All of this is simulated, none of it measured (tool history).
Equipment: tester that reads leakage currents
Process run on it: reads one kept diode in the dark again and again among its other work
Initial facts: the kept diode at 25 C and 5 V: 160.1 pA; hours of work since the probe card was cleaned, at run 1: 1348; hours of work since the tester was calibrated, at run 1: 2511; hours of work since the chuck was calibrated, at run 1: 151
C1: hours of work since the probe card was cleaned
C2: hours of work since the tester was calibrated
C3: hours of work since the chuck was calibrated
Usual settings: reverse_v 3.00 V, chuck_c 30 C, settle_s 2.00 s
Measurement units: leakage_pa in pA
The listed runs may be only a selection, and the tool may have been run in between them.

run 1 hour=0.0 | reverse_v=3.00 chuck_c=30 settle_s=2.00 | C1=1348 C2=2511 C3=151 | leakage_pa=180.07
run 2 hour=108.6 | reverse_v=3.00 chuck_c=30 settle_s=2.00 | C1=1431 C2=2595 C3=235 | leakage_pa=181.37
-- hour=180.9 tester calibrated
run 3 hour=252.5 | reverse_v=3.00 chuck_c=30 settle_s=2.00 | C1=1541 C2=55 C3=344 | leakage_pa=179.72
run 4 hour=328.3 | reverse_v=3.00 chuck_c=20 settle_s=2.00 | C1=1599 C2=114 C3=402 | leakage_pa=86.81
run 5 hour=447.8 | reverse_v=1.35 chuck_c=20 settle_s=2.00 | C1=1691 C2=206 C3=495 | leakage_pa=58.97
run 6 hour=543.2 | reverse_v=3.00 chuck_c=30 settle_s=2.35 | C1=1765 C2=279 C3=568 | leakage_pa=178.39
-- hour=611.9 chuck's temperature calibrated
run 7 hour=721.8 | reverse_v=3.00 chuck_c=30 settle_s=2.35 | C1=1901 C2=416 C3=85 | leakage_pa=180.46
run 8 hour=798.1 | reverse_v=3.00 chuck_c=37 settle_s=2.35 | C1=1960 C2=475 C3=144 | leakage_pa=290.76
run 9 hour=905.6 | reverse_v=3.00 chuck_c=43 settle_s=2.00 | C1=2043 C2=558 C3=227 | leakage_pa=435.35
run 10 hour=1072.1 | reverse_v=3.00 chuck_c=43 settle_s=2.00 | C1=2171 C2=686 C3=355 | leakage_pa=435.50
run 11 hour=1167.6 | reverse_v=3.00 chuck_c=30 settle_s=9.65 | C1=2245 C2=760 C3=429 | leakage_pa=180.02
run 12 hour=1256.1 | reverse_v=3.00 chuck_c=30 settle_s=9.65 | C1=2313 C2=828 C3=497 | leakage_pa=180.25
-- hour=1409.0 chuck's temperature calibrated
run 13 hour=1426.9 | reverse_v=3.00 chuck_c=30 settle_s=9.65 | C1=2444 C2=958 C3=14 | leakage_pa=179.42
run 14 hour=1551.9 | reverse_v=3.00 chuck_c=30 settle_s=9.65 | C1=2540 C2=1055 C3=110 | leakage_pa=180.52
run 15 hour=1721.8 | reverse_v=3.00 chuck_c=30 settle_s=9.65 | C1=2671 C2=1186 C3=241 | leakage_pa=179.74
run 16 hour=1903.9 | reverse_v=3.00 chuck_c=30 settle_s=2.00 | C1=2812 C2=1326 C3=382 | leakage_pa=180.58
run 17 hour=2072.8 | reverse_v=3.00 chuck_c=29 settle_s=2.00 | C1=2942 C2=1456 C3=512 | leakage_pa=168.07
run 18 hour=2165.9 | reverse_v=3.00 chuck_c=29 settle_s=2.00 | C1=3014 C2=1528 C3=584 | leakage_pa=168.53
-- hour=2215.3 chuck's temperature calibrated
run 19 hour=2245.6 | reverse_v=3.00 chuck_c=30 settle_s=2.00 | C1=3074 C2=1588 C3=23 | leakage_pa=180.13
run 20 hour=2416.3 | reverse_v=3.00 chuck_c=30 settle_s=2.00 | C1=3205 C2=1720 C3=155 | leakage_pa=179.86
-- hour=2474.6 probe card cleaned and baked
run 21 hour=2588.6 | reverse_v=4.26 chuck_c=57 settle_s=0.49 | C1=88 C2=1850 C3=286 | leakage_pa=1229.11
run 22 hour=2757.8 | reverse_v=1.85 chuck_c=30 settle_s=7.18 | C1=218 C2=1981 C3=416 | leakage_pa=141.74
run 23 hour=2931.4 | reverse_v=2.91 chuck_c=33 settle_s=7.18 | C1=352 C2=2115 C3=550 | leakage_pa=217.83
-- hour=3011.7 chuck's temperature calibrated
run 24 hour=3069.3 | reverse_v=3.10 chuck_c=36 settle_s=2.21 | C1=457 C2=2220 C3=44 | leakage_pa=278.21
run 25 hour=3161.6 | reverse_v=7.77 chuck_c=44 settle_s=2.00 | C1=528 C2=2291 C3=116 | leakage_pa=733.17
run 26 hour=3257.7 | reverse_v=14.22 chuck_c=33 settle_s=2.79 | C1=603 C2=2365 C3=190 | leakage_pa=471.60
run 27 hour=3344.2 | reverse_v=5.26 chuck_c=46 settle_s=0.70 | C1=669 C2=2432 C3=256 | leakage_pa=693.52
run 28 hour=3424.4 | reverse_v=3.00 chuck_c=21 settle_s=4.85 | C1=731 C2=2494 C3=318 | leakage_pa=92.91

Predict the results of run 29:
run 29 hour=3570.5 | reverse_v=1.55 chuck_c=30 settle_s=1.46 | C1=844 C2=2606 C3=431 | leakage_pa=?

{"run 29": {"leakage_pa": 131.85}}
On a tool with no hidden condition, and with the same random variation, this run would have come out at leakage_pa 131.68 pA.
